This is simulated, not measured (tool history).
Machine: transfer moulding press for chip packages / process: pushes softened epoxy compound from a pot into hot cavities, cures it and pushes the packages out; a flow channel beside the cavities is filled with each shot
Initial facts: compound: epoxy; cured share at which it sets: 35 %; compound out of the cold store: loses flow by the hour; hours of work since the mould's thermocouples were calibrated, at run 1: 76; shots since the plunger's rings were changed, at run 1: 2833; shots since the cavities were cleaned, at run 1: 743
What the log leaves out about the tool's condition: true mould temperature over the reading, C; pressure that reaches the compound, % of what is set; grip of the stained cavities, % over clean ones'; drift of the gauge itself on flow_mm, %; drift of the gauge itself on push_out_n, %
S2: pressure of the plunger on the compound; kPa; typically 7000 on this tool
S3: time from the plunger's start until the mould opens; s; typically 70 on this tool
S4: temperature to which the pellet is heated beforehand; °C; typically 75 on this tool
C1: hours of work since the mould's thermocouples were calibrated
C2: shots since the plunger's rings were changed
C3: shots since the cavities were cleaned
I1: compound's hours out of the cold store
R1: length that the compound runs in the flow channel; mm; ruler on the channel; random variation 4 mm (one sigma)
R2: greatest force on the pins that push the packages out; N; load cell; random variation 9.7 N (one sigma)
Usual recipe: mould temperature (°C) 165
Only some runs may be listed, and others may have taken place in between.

{"run": 1, "day": 0.0, "mould temperature (°C)": 165, "S2": 7000, "S3": 70, "S4": 75, "C1": 76, "C2": 2833, "C3": 743, "I1": 38.1, "R1": 785, "R2": 448}
{"run": 2, "day": 0.304, "mould temperature (°C)": 165, "S2": 7000, "S3": 70, "S4": 75, "C1": 80, "C2": 2923, "C3": 833, "I1": 23.1, "R1": 831, "R2": 442}
{"run": 3, "day": 0.758, "mould temperature (°C)": 165, "S2": 7000, "S3": 70, "S4": 75, "C1": 85, "C2": 3057, "C3": 967, "I1": 45.0, "R1": 752, "R2": 434}
{"day": 0.983, "done": "cavities cleaned with cleaning compound and waxed"}
{"run": 4, "day": 1.154, "mould temperature (°C)": 165, "S2": 7000, "S3": 70, "S4": 75, "C1": 90, "C2": 3156, "C3": 51, "I1": 44.1, "R1": 762, "R2": 419}
{"run": 5, "day": 1.704, "mould temperature (°C)": 165, "S2": 7000, "S3": 70, "S4": 75, "C1": 97, "C2": 3318, "C3": 213, "I1": 18.4, "R1": 842, "R2": 469}
{"run": 6, "day": 2.158, "mould temperature (°C)": 165, "S2": 5940, "S3": 70, "S4": 75, "C1": 102, "C2": 3452, "C3": 347, "I1": 11.1, "R1": 803, "R2": 480}
{"run": 7, "day": 2.4, "mould temperature (°C)": 165, "S2": 5940, "S3": 70, "S4": 75, "C1": 105, "C2": 3523, "C3": 418, "I1": 16.5, "R1": 792, "R2": 442}
{"run": 8, "day": 2.833, "mould temperature (°C)": 165, "S2": 7000, "S3": 70, "S4": 75, "C1": 111, "C2": 3650, "C3": 545, "I1": 31.0, "R1": 797, "R2": 451}
{"run": 9, "day": 3.225, "mould temperature (°C)": 165, "S2": 8610, "S3": 70, "S4": 75, "C1": 116, "C2": 3767, "C3": 662, "I1": 13.5, "R1": 956, "R2": 448}
{"run": 10, "day": 3.779, "mould temperature (°C)": 165, "S2": 8610, "S3": 70, "S4": 75, "C1": 123, "C2": 3930, "C3": 825, "I1": 17.5, "R1": 936, "R2": 474}
{"run": 11, "day": 4.233, "mould temperature (°C)": 165, "S2": 8610, "S3": 100, "S4": 75, "C1": 129, "C2": 4064, "C3": 959, "I1": 27.5, "R1": 898, "R2": 359}
{"day": 4.467, "done": "cavities cleaned with cleaning compound and waxed"}
{"run": 12, "day": 4.633, "mould temperature (°C)": 165, "S2": 8610, "S3": 100, "S4": 75, "C1": 133, "C2": 4164, "C3": 49, "I1": 39.4, "R1": 860, "R2": 338}
{"run": 13, "day": 5.112, "mould temperature (°C)": 169, "S2": 7000, "S3": 70, "S4": 82, "C1": 139, "C2": 4305, "C3": 190, "I1": 34.9, "R1": 776, "R2": 367}
{"run": 14, "day": 5.471, "mould temperature (°C)": 167, "S2": 7000, "S3": 90, "S4": 82, "C1": 143, "C2": 4411, "C3": 296, "I1": 26.0, "R1": 810, "R2": 346}
{"run": 15, "day": 5.975, "mould temperature (°C)": 167, "S2": 7000, "S3": 90, "S4": 82, "C1": 150, "C2": 4559, "C3": 444, "I1": 29.9, "R1": 800, "R2": 344}
{"run": 16, "day": 6.362, "mould temperature (°C)": 165, "S2": 5630, "S3": 93, "S4": 75, "C1": 155, "C2": 4674, "C3": 559, "I1": 47.9, "R1": 668, "R2": 354}
{"run": 17, "day": 6.854, "mould temperature (°C)": 163, "S2": 5630, "S3": 93, "S4": 68, "C1": 161, "C2": 4819, "C3": 704, "I1": 24.8, "R1": 743, "R2": 373}
{"run": 18, "day": 7.175, "mould temperature (°C)": 165, "S2": 5710, "S3": 56, "S4": 70, "C1": 165, "C2": 4914, "C3": 799, "I1": 41.0, "R1": 689, "R2": 743}
{"run": 19, "day": 7.542, "mould temperature (°C)": 165, "S2": 5710, "S3": 56, "S4": 70, "C1": 170, "C2": 5022, "C3": 907, "I1": 19.3, "R1": 760, "R2": 800}
{"day": 7.758, "done": "plunger's sealing rings changed"}
{"run": 20, "day": 7.958, "mould temperature (°C)": 170, "S2": 5910, "S3": 56, "S4": 70, "C1": 174, "C2": 59, "C3": 999, "I1": 17.4, "R1": 770, "R2": 515}
{"day": 8.062, "done": "cavities cleaned with cleaning compound and waxed"}
{"run": 21, "day": 8.267, "mould temperature (°C)": 165, "S2": 8590, "S3": 70, "S4": 75, "C1": 177, "C2": 132, "C3": 61, "I1": 13.0, "R1": 958, "R2": 464}
{"run": 22, "day": 8.542, "mould temperature (°C)": 165, "S2": 8590, "S3": 70, "S4": 75, "C1": 180, "C2": 213, "C3": 142, "I1": 8.3, "R1": 979, "R2": 463}
{"run": 23, "day": 8.896, "mould temperature (°C)": 165, "S2": 5680, "S3": 70, "S4": 81, "C1": 185, "C2": 317, "C3": 246, "I1": 37.9, "R1": 701, "R2": 444}
{"run": 24, "day": 9.346, "mould temperature (°C)": 165, "S2": 5680, "S3": 70, "S4": 81, "C1": 190, "C2": 450, "C3": 379, "I1": 21.6, "R1": 749, "R2": 447}

Here are 4 independent what-if runs from the current tool condition. What would each one return?
{"run": "A", "day": 9.842, "mould temperature (°C)": 165, "S2": 8520, "S3": 71, "S4": 81, "C1": 197, "C2": 597, "C3": 526, "I1": 44.6, "R1": "?", "R2": "?"}
{"run": "B", "day": 9.842, "mould temperature (°C)": 159, "S2": 8000, "S3": 83, "S4": 75, "C1": 197, "C2": 597, "C3": 526, "I1": 14.2, "R1": "?", "R2": "?"}
{"run": "C", "day": 9.842, "mould temperature (°C)": 165, "S2": 6290, "S3": 50, "S4": 74, "C1": 197, "C2": 597, "C3": 526, "I1": 32.8, "R1": "?", "R2": "?"}
{"run": "D", "day": 9.842, "mould temperature (°C)": 169, "S2": 7000, "S3": 70, "S4": 75, "C1": 197, "C2": 597, "C3": 526, "I1": 30.2, "R1": "?", "R2": "?"}

run=A R1=832 R2=430
run=B R1=947 R2=507
run=C R1=757 R2=965
run=D R1=790 R2=389
Without the tool's hidden state the same runs would have given:
run=A R1=832 R2=428
run=B R1=948 R2=504
run=C R1=757 R2=959
run=D R1=790 R2=387
